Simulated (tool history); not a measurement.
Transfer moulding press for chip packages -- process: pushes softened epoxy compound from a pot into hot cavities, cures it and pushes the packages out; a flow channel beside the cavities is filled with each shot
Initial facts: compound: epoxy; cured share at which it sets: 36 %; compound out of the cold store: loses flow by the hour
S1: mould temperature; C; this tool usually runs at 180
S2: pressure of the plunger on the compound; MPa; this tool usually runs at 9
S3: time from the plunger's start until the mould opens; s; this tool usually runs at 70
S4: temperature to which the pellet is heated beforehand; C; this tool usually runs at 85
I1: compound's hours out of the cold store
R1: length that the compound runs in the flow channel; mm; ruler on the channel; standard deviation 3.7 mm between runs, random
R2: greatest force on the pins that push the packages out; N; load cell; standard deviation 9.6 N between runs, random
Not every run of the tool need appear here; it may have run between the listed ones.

run,hour,S1,S2,S3,S4,I1,R1,R2
1,0,180,9,70,85,32.8,731,405
2,28.4,180,9,70,85,9.6,784,546
3,49.9,180,9,70,85,13,774,601
4,65.2,180,9,70,85,13.3,765,598
# hour 68.1: cavities cleaned with cleaning compound and waxed
5,82.5,180,9,70,85,33.1,724,477
6,105.8,180,9,70,85,29.4,722,584
7,132,180,10.61,70,85,27.1,798,618
# hour 138.1: cavities cleaned with cleaning compound and waxed
8,153.9,180,10.61,70,85,17.6,807,478
9,182.7,180,10.61,70,85,9.8,825,593
10,201.4,180,9,70,92,34.8,705,614
# hour 206.6: cavities cleaned with cleaning compound and waxed
11,232.4,174,9,70,85,36.8,715,779
# hour 245.7: plunger's sealing rings changed
12,257.5,180,9,70,85,17.9,814,590
13,272.8,180,9,70,85,39.8,769,625
# hour 278.9: cavities cleaned with cleaning compound and waxed
14,296.3,180,9,70,85,30.9,783,489
15,325.8,180,9,91,77,28,785,480
# hour 347.7: cavities cleaned with cleaning compound and waxed
16,353.2,180,9,91,77,24.8,800,346
17,369.6,187,8.64,66,81,20.1,761,416
18,396.6,180,7.03,51,86,44.6,660,1191
# hour 417.1: cavities cleaned with cleaning compound and waxed
19,423,183,7.03,95,86,40.8,655,343
20,438.9,179,6.81,104,81,46.5,643,409

Estimate the outcome of run 21 from the log above:
21,463.9,187,6.81,71,81,26.2,?,?

{"run 21": {"R1": 656, "R2": 463}}
If the tool had no hidden condition, the same run with the same run-to-run variation would have returned R1 678 mm, R2 334 N.
